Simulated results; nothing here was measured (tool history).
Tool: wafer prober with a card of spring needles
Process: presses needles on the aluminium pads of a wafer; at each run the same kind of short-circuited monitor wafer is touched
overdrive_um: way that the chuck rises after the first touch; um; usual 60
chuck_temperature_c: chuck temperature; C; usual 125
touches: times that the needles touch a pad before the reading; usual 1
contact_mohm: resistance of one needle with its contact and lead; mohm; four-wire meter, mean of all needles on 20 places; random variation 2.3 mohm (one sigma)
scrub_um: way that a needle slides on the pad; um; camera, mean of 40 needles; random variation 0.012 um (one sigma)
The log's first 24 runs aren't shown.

run,hour,overdrive_um,chuck_temperature_c,touches,touches since the tips were cleaned,cleanings since the card got new needles,touches since the first contact's height was set,contact_mohm,scrub_um
25,162.8,45,61,1,7058,14,144554,255,8.59
# hour 169.0: tips cleaned on abrasive film
26,171.9,45,61,1,910,15,147390,254,8.59
27,181.3,46,30,1,3864,15,150344,241,8.79
28,190.6,48,35,1,6757,15,153237,244,9.18
29,194.8,42,43,1,8092,15,154572,250,8.03
# hour 197.9: tips cleaned on abrasive film
30,203.1,47,125,1,1606,16,157119,264,8.98
31,212.7,58,90,2,4616,16,160129,257,11.09
32,218.1,41,74,2,6317,16,161830,257,7.81
33,226.0,59,83,2,8799,16,164312,254,11.28
# hour 227.3: tips cleaned on abrasive film
34,231.8,60,26,2,1412,17,166112,239,11.46
35,238.0,57,125,2,3350,17,168050,264,10.88
36,245.0,60,83,3,5535,17,170235,250,11.45

3 ways to go on from here, each from the tool as it stands after run 36. What would each give?
A,251.8,60,44,1,7686,17,172386,?,?
B,251.8,42,81,2,7686,17,172386,?,?
C,251.8,60,111,1,7686,17,172386,?,?

run,contact_mohm,scrub_um
A,247,11.46
B,254,8.01
C,259,11.45
Without the tool's hidden state the same runs would have given:
run,contact_mohm,scrub_um
A,246,11.46
B,254,8.01
C,259,11.45
